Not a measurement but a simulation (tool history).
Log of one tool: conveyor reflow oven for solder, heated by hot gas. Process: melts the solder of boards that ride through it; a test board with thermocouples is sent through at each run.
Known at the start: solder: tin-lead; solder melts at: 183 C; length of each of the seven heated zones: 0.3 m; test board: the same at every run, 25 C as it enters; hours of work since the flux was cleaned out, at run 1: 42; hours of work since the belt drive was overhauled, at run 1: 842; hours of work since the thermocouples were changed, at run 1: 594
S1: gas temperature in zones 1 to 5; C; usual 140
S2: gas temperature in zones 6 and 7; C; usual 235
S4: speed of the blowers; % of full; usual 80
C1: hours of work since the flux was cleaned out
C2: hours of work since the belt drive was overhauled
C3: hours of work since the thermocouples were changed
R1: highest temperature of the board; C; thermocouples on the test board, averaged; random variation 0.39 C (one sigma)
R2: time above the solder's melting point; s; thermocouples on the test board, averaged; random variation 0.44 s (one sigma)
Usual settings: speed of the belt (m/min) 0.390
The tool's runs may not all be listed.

{"run": 1, "hour": 0.0, "S1": 140, "S2": 235, "speed of the belt (m/min)": 0.39, "S4": 80, "C1": 42, "C2": 842, "C3": 594, "R1": 215.6, "R2": 69.6}
{"run": 2, "hour": 10.1, "S1": 140, "S2": 223, "speed of the belt (m/min)": 0.39, "S4": 80, "C1": 50, "C2": 850, "C3": 602, "R1": 206.0, "R2": 57.0}
{"run": 3, "hour": 19.3, "S1": 140, "S2": 223, "speed of the belt (m/min)": 0.39, "S4": 80, "C1": 56, "C2": 857, "C3": 609, "R1": 204.8, "R2": 56.9}
{"run": 4, "hour": 32.5, "S1": 140, "S2": 235, "speed of the belt (m/min)": 0.39, "S4": 80, "C1": 66, "C2": 866, "C3": 618, "R1": 215.0, "R2": 67.8}
{"run": 5, "hour": 50.9, "S1": 140, "S2": 235, "speed of the belt (m/min)": 0.39, "S4": 80, "C1": 80, "C2": 880, "C3": 632, "R1": 215.3, "R2": 68.2}
{"run": 6, "hour": 60.2, "S1": 140, "S2": 235, "speed of the belt (m/min)": 0.39, "S4": 80, "C1": 87, "C2": 887, "C3": 639, "R1": 214.1, "R2": 68.0}
{"run": 7, "hour": 78.7, "S1": 140, "S2": 235, "speed of the belt (m/min)": 0.39, "S4": 80, "C1": 101, "C2": 901, "C3": 653, "R1": 215.0, "R2": 68.2}
{"run": 8, "hour": 97.6, "S1": 140, "S2": 235, "speed of the belt (m/min)": 0.39, "S4": 80, "C1": 115, "C2": 915, "C3": 667, "R1": 214.9, "R2": 67.5}
{"run": 9, "hour": 109.2, "S1": 140, "S2": 235, "speed of the belt (m/min)": 0.39, "S4": 80, "C1": 124, "C2": 924, "C3": 676, "R1": 213.8, "R2": 67.4}
{"run": 10, "hour": 125.8, "S1": 140, "S2": 235, "speed of the belt (m/min)": 0.39, "S4": 80, "C1": 136, "C2": 936, "C3": 688, "R1": 214.2, "R2": 67.6}
{"run": 11, "hour": 135.6, "S1": 140, "S2": 235, "speed of the belt (m/min)": 0.39, "S4": 80, "C1": 143, "C2": 943, "C3": 696, "R1": 214.3, "R2": 67.6}
{"run": 12, "hour": 146.5, "S1": 140, "S2": 235, "speed of the belt (m/min)": 0.39, "S4": 63, "C1": 151, "C2": 951, "C3": 704, "R1": 211.0, "R2": 62.2}
{"run": 13, "hour": 154.7, "S1": 140, "S2": 234, "speed of the belt (m/min)": 0.469, "S4": 76, "C1": 157, "C2": 958, "C3": 710, "R1": 205.9, "R2": 45.6}
{"run": 14, "hour": 168.7, "S1": 140, "S2": 224, "speed of the belt (m/min)": 0.39, "S4": 80, "C1": 168, "C2": 968, "C3": 720, "R1": 205.2, "R2": 55.5}
{"run": 15, "hour": 187.2, "S1": 130, "S2": 232, "speed of the belt (m/min)": 0.345, "S4": 55, "C1": 182, "C2": 982, "C3": 734, "R1": 208.6, "R2": 61.6}
{"run": 16, "hour": 206.2, "S1": 130, "S2": 232, "speed of the belt (m/min)": 0.345, "S4": 55, "C1": 196, "C2": 996, "C3": 748, "R1": 207.9, "R2": 61.9}
{"run": 17, "hour": 222.2, "S1": 140, "S2": 223, "speed of the belt (m/min)": 0.39, "S4": 64, "C1": 208, "C2": 1008, "C3": 760, "R1": 200.8, "R2": 47.6}
{"run": 18, "hour": 232.6, "S1": 140, "S2": 250, "speed of the belt (m/min)": 0.39, "S4": 80, "C1": 216, "C2": 1016, "C3": 768, "R1": 225.1, "R2": 77.2}
{"run": 19, "hour": 248.6, "S1": 141, "S2": 234, "speed of the belt (m/min)": 0.39, "S4": 80, "C1": 228, "C2": 1028, "C3": 780, "R1": 211.8, "R2": 65.9}
{"run": 20, "hour": 257.3, "S1": 134, "S2": 234, "speed of the belt (m/min)": 0.39, "S4": 73, "C1": 234, "C2": 1034, "C3": 786, "R1": 210.0, "R2": 59.5}
{"run": 21, "hour": 273.8, "S1": 149, "S2": 238, "speed of the belt (m/min)": 0.418, "S4": 58, "C1": 246, "C2": 1046, "C3": 799, "R1": 209.6, "R2": 60.7}
{"run": 22, "hour": 286.4, "S1": 149, "S2": 238, "speed of the belt (m/min)": 0.418, "S4": 58, "C1": 256, "C2": 1056, "C3": 808, "R1": 209.7, "R2": 59.6}
{"run": 23, "hour": 298.7, "S1": 149, "S2": 238, "speed of the belt (m/min)": 0.348, "S4": 60, "C1": 265, "C2": 1065, "C3": 817, "R1": 216.5, "R2": 83.6}
{"run": 24, "hour": 317.1, "S1": 138, "S2": 242, "speed of the belt (m/min)": 0.348, "S4": 60, "C1": 279, "C2": 1079, "C3": 831, "R1": 217.9, "R2": 78.1}

Some steps in R1 between neighbouring runs. How much of each would the tool show without its hidden state too (settings, what came in, random variation), and how much is left for the hidden state, with any gauge scatter that isn't in both results?
The hidden state here: heat that the gas passes to the board, % of a clean oven's; belt's true speed, % of the reading; true gas temperature in zones 6 and 7 over the reading, C; drift of the gauge itself on peak_c, C; drift of the gauge itself on liquid_s, %.
Run 12 -> 13: S2 235 -> 234, speed of the belt (m/min) 0.390 -> 0.469, S4 63 -> 76. R1 -5.1 C: hidden state -0.5, all else -4.6.
Run 17 -> 18: S2 223 -> 250, S4 64 -> 80. R1 +24.3 C: hidden state -0.9, all else +25.2.
Run 18 -> 19: S1 140 -> 141, S2 250 -> 234. R1 -13.3 C: hidden state +0.2, all else -13.5.
